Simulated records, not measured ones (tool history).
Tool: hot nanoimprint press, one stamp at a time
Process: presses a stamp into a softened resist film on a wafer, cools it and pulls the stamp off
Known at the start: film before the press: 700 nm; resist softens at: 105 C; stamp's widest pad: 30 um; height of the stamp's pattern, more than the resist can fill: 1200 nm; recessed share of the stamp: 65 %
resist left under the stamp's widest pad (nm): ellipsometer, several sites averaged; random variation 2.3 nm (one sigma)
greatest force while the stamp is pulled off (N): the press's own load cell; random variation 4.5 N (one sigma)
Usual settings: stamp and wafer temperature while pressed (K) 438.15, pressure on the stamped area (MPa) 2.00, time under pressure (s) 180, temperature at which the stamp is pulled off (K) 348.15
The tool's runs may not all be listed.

run	hour	stamp and wafer temperature while pressed (K)	pressure on the stamped area (MPa)	time under pressure (s)	temperature at which the stamp is pulled off (K)	resist left under the stamp's widest pad (nm)	greatest force while the stamp is pulled off (N)
1	0.0	438.15	2.00	180	348.15	401.2	249
2	14.0	438.15	1.91	180	348.15	410.8	243
3	32.9	438.15	1.91	180	348.15	408.2	255
4	54.8	450.15	2.00	180	348.15	223.9	260
5	71.0	438.15	2.00	180	348.15	402.7	251
6	80.0	438.15	2.00	121	348.15	449.7	253
7	91.4	438.15	2.00	121	348.15	458.6	259
8	104.4	438.15	2.00	121	348.15	454.7	255
9	115.1	438.15	2.00	121	348.15	456.5	268
10	129.3	438.15	2.00	121	348.15	460.8	267
11	150.0	438.15	2.00	121	348.15	458.5	259
12	164.0	444.15	2.62	164	355.15	281.5	227
13	173.0	444.15	2.62	164	355.15	279.4	222
14	193.7	432.15	2.62	353	347.15	393.7	270
15	212.1	438.15	2.45	167	348.15	393.1	259
# hour 216.2: plate thermocouple calibrated
16	224.4	438.15	2.00	114	349.15	491.4	258
17	244.3	426.15	2.00	131	349.15	654.0	262
# hour 253.4: stamp cleaned and given a new release coat
18	269.1	426.15	2.00	131	349.15	652.6	237
# hour 275.4: plate thermocouple calibrated, once more
19	291.0	447.15	1.98	180	348.15	245.0	219
20	300.7	447.15	1.58	180	339.15	276.5	261
21	313.8	439.15	1.21	182	343.15	433.3	235

Forecast each of these 4 alternatives for the next run:
A	325.1	439.15	2.09	212	351.15	?	?
B	325.1	439.15	1.34	173	343.15	?	?
C	325.1	436.15	1.89	182	335.15	?	?
D	325.1	438.15	2.00	130	348.15	?	?

run	resist left under the stamp's widest pad (nm)	greatest force while the stamp is pulled off (N)
A	331.5	219
B	427.2	251
C	422.6	278
D	420.4	219
Without the tool's hidden state the same runs would have given:
run	resist left under the stamp's widest pad (nm)	greatest force while the stamp is pulled off (N)
A	330.5	216
B	427.1	248
C	421.9	274
D	419.5	216

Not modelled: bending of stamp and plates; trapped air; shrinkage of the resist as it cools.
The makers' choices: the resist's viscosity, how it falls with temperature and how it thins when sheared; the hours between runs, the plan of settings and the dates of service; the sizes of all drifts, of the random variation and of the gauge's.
